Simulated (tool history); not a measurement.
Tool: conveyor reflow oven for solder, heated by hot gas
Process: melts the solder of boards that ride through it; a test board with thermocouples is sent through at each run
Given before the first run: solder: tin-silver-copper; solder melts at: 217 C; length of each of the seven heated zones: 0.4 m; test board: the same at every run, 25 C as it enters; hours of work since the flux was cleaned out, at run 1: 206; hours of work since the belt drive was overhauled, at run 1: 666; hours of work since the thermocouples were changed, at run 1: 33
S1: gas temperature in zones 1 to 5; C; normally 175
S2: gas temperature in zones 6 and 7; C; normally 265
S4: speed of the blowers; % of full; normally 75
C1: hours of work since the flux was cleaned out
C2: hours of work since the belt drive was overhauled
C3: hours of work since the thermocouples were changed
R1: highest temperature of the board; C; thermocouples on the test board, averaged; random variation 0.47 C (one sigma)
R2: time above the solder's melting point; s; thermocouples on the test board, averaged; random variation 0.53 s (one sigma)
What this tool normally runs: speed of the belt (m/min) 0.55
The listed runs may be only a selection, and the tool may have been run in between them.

{"run": 1, "hour": 0.0, "S1": 175, "S2": 265, "speed of the belt (m/min)": 0.55, "S4": 75, "C1": 206, "C2": 666, "C3": 33, "R1": 248.4, "R2": 62.1}
{"run": 2, "hour": 30.2, "S1": 175, "S2": 265, "speed of the belt (m/min)": 0.55, "S4": 75, "C1": 230, "C2": 689, "C3": 56, "R1": 247.8, "R2": 61.1}
{"run": 3, "hour": 86.3, "S1": 175, "S2": 265, "speed of the belt (m/min)": 0.55, "S4": 75, "C1": 273, "C2": 733, "C3": 100, "R1": 247.2, "R2": 61.7}
{"run": 4, "hour": 134.4, "S1": 175, "S2": 278, "speed of the belt (m/min)": 0.55, "S4": 75, "C1": 310, "C2": 770, "C3": 137, "R1": 258.3, "R2": 69.9}
{"run": 5, "hour": 160.1, "S1": 175, "S2": 278, "speed of the belt (m/min)": 0.55, "S4": 75, "C1": 330, "C2": 790, "C3": 157, "R1": 257.6, "R2": 69.7}
{"run": 6, "hour": 208.2, "S1": 175, "S2": 263, "speed of the belt (m/min)": 0.55, "S4": 75, "C1": 367, "C2": 827, "C3": 194, "R1": 244.9, "R2": 58.8}
{"run": 7, "hour": 239.4, "S1": 175, "S2": 263, "speed of the belt (m/min)": 0.55, "S4": 75, "C1": 392, "C2": 851, "C3": 218, "R1": 244.9, "R2": 58.9}
{"hour": 248.8, "done": "belt drive overhauled, speed set with a stopwatch"}
{"run": 8, "hour": 296.5, "S1": 175, "S2": 263, "speed of the belt (m/min)": 0.55, "S4": 75, "C1": 433, "C2": 37, "C3": 259, "R1": 244, "R2": 56.1}
{"hour": 305.9, "done": "flux residue cleaned out of gas plates and filters"}
{"run": 9, "hour": 357.9, "S1": 175, "S2": 263, "speed of the belt (m/min)": 0.55, "S4": 75, "C1": 40, "C2": 81, "C3": 303, "R1": 248.3, "R2": 62.7}
{"run": 10, "hour": 412.2, "S1": 175, "S2": 263, "speed of the belt (m/min)": 0.55, "S4": 75, "C1": 82, "C2": 123, "C3": 345, "R1": 248.1, "R2": 62.4}
{"run": 11, "hour": 464.8, "S1": 175, "S2": 256, "speed of the belt (m/min)": 0.55, "S4": 51, "C1": 123, "C2": 163, "C3": 385, "R1": 235.5, "R2": 46.3}
{"run": 12, "hour": 501.2, "S1": 177, "S2": 256, "speed of the belt (m/min)": 0.576, "S4": 51, "C1": 151, "C2": 191, "C3": 413, "R1": 234.9, "R2": 41.6}
{"run": 13, "hour": 548.2, "S1": 177, "S2": 256, "speed of the belt (m/min)": 0.576, "S4": 51, "C1": 187, "C2": 228, "C3": 450, "R1": 234.1, "R2": 41.7}
{"run": 14, "hour": 574.0, "S1": 184, "S2": 276, "speed of the belt (m/min)": 0.576, "S4": 51, "C1": 207, "C2": 248, "C3": 470, "R1": 251.8, "R2": 62.4}

Run 15 is up next; what results do you expect?
{"run": 15, "hour": 622.9, "S1": 184, "S2": 276, "speed of the belt (m/min)": 0.576, "S4": 51, "C1": 245, "C2": 285, "C3": 508, "R1": "?", "R2": "?"}

{"run 15": {"R1": 250.5, "R2": 62.2}}
Were there no unlogged condition in the tool, this run, its random variation unchanged, would have produced R1 251.3 C, R2 63.1 s.
